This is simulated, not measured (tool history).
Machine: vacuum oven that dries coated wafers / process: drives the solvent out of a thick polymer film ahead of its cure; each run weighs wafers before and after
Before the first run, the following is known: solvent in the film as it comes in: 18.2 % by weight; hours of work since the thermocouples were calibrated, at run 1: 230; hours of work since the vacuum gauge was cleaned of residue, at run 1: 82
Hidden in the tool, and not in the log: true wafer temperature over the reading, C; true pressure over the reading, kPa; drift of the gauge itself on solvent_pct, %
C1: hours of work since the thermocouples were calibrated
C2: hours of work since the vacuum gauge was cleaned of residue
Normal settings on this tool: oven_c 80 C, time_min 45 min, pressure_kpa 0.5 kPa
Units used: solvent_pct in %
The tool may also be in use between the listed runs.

Run 1, hour 0: usual settings; C1 230; C2 82. Result: solvent_pct 2.55 %.
Run 2, hour 12.5: usual settings; C1 237; C2 89. Result: solvent_pct 2.64 %.
Run 3, hour 23.9: usual settings; C1 242; C2 95. Result: solvent_pct 2.62 %.
Run 4, hour 34.1: usual settings but time_min 66 min; C1 248; C2 100. Result: solvent_pct 1.23 %.
Run 5, hour 45: usual settings but time_min 66 min; C1 253; C2 105. Result: solvent_pct 1.3 %.
Run 6, hour 54.4: usual settings but time_min 27 min; C1 258; C2 110. Result: solvent_pct 5.25 %.
Run 7, hour 65.9: usual settings but time_min 27 min; C1 264; C2 116. Result: solvent_pct 5.22 %.
Run 8, hour 76.8: usual settings but time_min 27 min; C1 270; C2 122. Result: solvent_pct 5.25 %.
Run 9, hour 88.3: usual settings but time_min 27 min; C1 276; C2 128. Result: solvent_pct 5.09 %.
Run 10, hour 97.4: usual settings; C1 281; C2 133. Result: solvent_pct 2.61 %.
Run 11, hour 106.7: usual settings; C1 285; C2 137. Result: solvent_pct 2.65 %.
Run 12, hour 112.6: usual settings; C1 288; C2 140. Result: solvent_pct 2.64 %.
Run 13, hour 121.2: usual settings but oven_c 77 C, time_min 43 min, pressure_kpa 0.439 kPa; C1 293; C2 145. Result: solvent_pct 3.98 %.
Run 14, hour 132.6: usual settings but time_min 72 min; C1 299; C2 151. Result: solvent_pct 1.03 %.
Run 15, hour 138.5: usual settings but time_min 72 min; C1 302; C2 154. Result: solvent_pct 1.03 %.
Run 16, hour 145.7: usual settings but time_min 68 min, pressure_kpa 0.627 kPa; C1 306; C2 158. Result: solvent_pct 1.15 %.
Run 17, hour 155.8: usual settings but time_min 68 min, pressure_kpa 0.627 kPa; C1 311; C2 163. Result: solvent_pct 1.21 %.
Run 18, hour 161.9: usual settings but time_min 37 min, pressure_kpa 0.383 kPa; C1 314; C2 166. Result: solvent_pct 3.39 %.
Run 19, hour 169: usual settings but oven_c 83 C, time_min 34 min, pressure_kpa 0.383 kPa; C1 318; C2 170. Result: solvent_pct 2.7 %.
Run 20, hour 182.5: usual settings but oven_c 83 C, time_min 34 min, pressure_kpa 0.383 kPa; C1 325; C2 177. Result: solvent_pct 2.69 %.
Run 21, hour 193: usual settings but oven_c 75 C, time_min 40 min, pressure_kpa 0.328 kPa; C1 330; C2 182. Result: solvent_pct 5.05 %.
Run 22, hour 200.3: usual settings but oven_c 75 C, time_min 40 min, pressure_kpa 0.328 kPa; C1 334; C2 186. Result: solvent_pct 5.05 %.
Run 23, hour 210.2: usual settings but oven_c 75 C, time_min 40 min, pressure_kpa 0.328 kPa; C1 339; C2 191. Result: solvent_pct 5 %.

Branching from run 23: 4 alternative next runs. What would each branch give?
Run A, hour 222.9: usual settings but oven_c 85 C, pressure_kpa 0.35 kPa; C1 345; C2 198. Result: solvent_pct ?.
Run B, hour 222.9: usual settings but oven_c 82 C, time_min 40 min, pressure_kpa 0.328 kPa; C1 345; C2 198. Result: solvent_pct ?.
Run C, hour 222.9: usual settings but time_min 26 min; C1 345; C2 198. Result: solvent_pct ?.
Run D, hour 222.9: usual settings but time_min 28 min; C1 345; C2 198. Result: solvent_pct ?.

run  solvent_pct
  A         1.13
  B         2.35
  C          5.3
  D         4.92
The same runs, with their run-to-run variation unchanged, on a tool lacking any hidden condition would have given:
run  solvent_pct
  A         1.29
  B         2.61
  C         5.64
  D         5.27
